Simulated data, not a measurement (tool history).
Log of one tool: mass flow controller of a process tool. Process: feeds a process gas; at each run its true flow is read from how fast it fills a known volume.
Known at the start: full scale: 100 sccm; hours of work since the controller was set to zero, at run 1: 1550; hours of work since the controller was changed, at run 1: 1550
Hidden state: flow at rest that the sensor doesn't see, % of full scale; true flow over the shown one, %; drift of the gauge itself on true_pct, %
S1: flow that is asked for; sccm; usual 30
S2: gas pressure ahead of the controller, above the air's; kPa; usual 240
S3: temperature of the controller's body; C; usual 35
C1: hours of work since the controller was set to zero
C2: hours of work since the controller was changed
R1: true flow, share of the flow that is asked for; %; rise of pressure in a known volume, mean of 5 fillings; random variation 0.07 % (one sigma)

run 1 hour=0.0 | S1=30 S2=240 S3=35 | C1=1550 C2=1550 | R1=96.30
run 2 hour=57.7 | S1=30 S2=240 S3=35 | C1=1583 C2=1583 | R1=96.23
run 3 hour=156.6 | S1=30 S2=240 S3=35 | C1=1639 C2=1639 | R1=96.16
run 4 hour=226.9 | S1=30 S2=240 S3=35 | C1=1679 C2=1679 | R1=96.23
run 5 hour=296.4 | S1=30 S2=240 S3=35 | C1=1719 C2=1719 | R1=96.12
run 6 hour=362.5 | S1=30 S2=240 S3=35 | C1=1756 C2=1756 | R1=96.03
run 7 hour=420.9 | S1=30 S2=240 S3=35 | C1=1789 C2=1789 | R1=96.11
run 8 hour=512.5 | S1=30 S2=240 S3=35 | C1=1841 C2=1841 | R1=96.00
run 9 hour=560.6 | S1=30 S2=238 S3=35 | C1=1869 C2=1869 | R1=95.93
run 10 hour=619.9 | S1=30 S2=238 S3=35 | C1=1902 C2=1902 | R1=96.04
run 11 hour=709.9 | S1=30 S2=238 S3=35 | C1=1953 C2=1953 | R1=95.92
run 12 hour=807.8 | S1=30 S2=238 S3=35 | C1=2009 C2=2009 | R1=95.97

The next listed run, before its measurement:
run 13 hour=867.1 | S1=15 S2=144 S3=35 | C1=2042 C2=2042 | R1=?

{"run 13": {"R1": 94.31}}
Without the tool's hidden state the same run would have given R1 96.71 %.

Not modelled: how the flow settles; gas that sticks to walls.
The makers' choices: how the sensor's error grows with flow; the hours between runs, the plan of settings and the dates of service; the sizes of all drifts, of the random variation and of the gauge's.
